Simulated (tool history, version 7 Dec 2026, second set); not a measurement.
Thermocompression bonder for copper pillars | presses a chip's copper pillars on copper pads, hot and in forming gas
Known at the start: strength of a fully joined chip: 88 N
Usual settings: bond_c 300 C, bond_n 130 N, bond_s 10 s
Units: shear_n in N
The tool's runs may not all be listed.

| run | day | bond_c | bond_n | bond_s | shear_n |
|---|---|---|---|---|---|
| 1 | 0.000 | 300 | 130 | 10 | 31.0 |
| 2 | 0.275 | 281 | 130 | 10 | 24.6 |
| 3 | 0.654 | 300 | 151 | 10 | 36.3 |
| 4 | 1.046 | 300 | 151 | 10 | 35.0 |
| 5 | 1.271 | 300 | 151 | 23 | 45.8 |
| 6 | 1.496 | 311 | 130 | 10 | 32.8 |
| 7 | 1.788 | 310 | 130 | 10 | 33.6 |
|  | 1.883 | force cell calibrated |
| 8 | 2.029 | 310 | 130 | 10 | 32.2 |
| 9 | 2.267 | 310 | 130 | 10 | 32.6 |
| 10 | 2.483 | 310 | 130 | 10 | 32.6 |
| 11 | 2.771 | 296 | 185 | 16 | 45.7 |
|  | 3.058 | forming gas filter changed |
|  | 3.150 | force cell calibrated, once more |
| 12 | 3.225 | 311 | 130 | 6 | 30.2 |
| 13 | 3.533 | 311 | 130 | 6 | 30.3 |
| 14 | 3.700 | 300 | 171 | 16 | 50.0 |
| 15 | 3.904 | 300 | 171 | 16 | 49.7 |
| 16 | 4.133 | 286 | 134 | 7 | 26.2 |
| 17 | 4.438 | 286 | 134 | 7 | 25.9 |
| 18 | 4.729 | 280 | 116 | 14 | 26.9 |
| 19 | 4.929 | 280 | 116 | 14 | 27.0 |

Forecast each of these 3 alternatives for the next run:
| A | 5.108 | 280 | 132 | 6 | ? |
| B | 5.108 | 270 | 130 | 11 | ? |
| C | 5.108 | 271 | 194 | 6 | ? |

| run | shear_n |
|---|---|
| A | 22.6 |
| B | 25.9 |
| C | 29.7 |
Without the tool's hidden state the same runs would have given:
| run | shear_n |
|---|---|
| A | 24.1 |
| B | 27.6 |
| C | 31.6 |
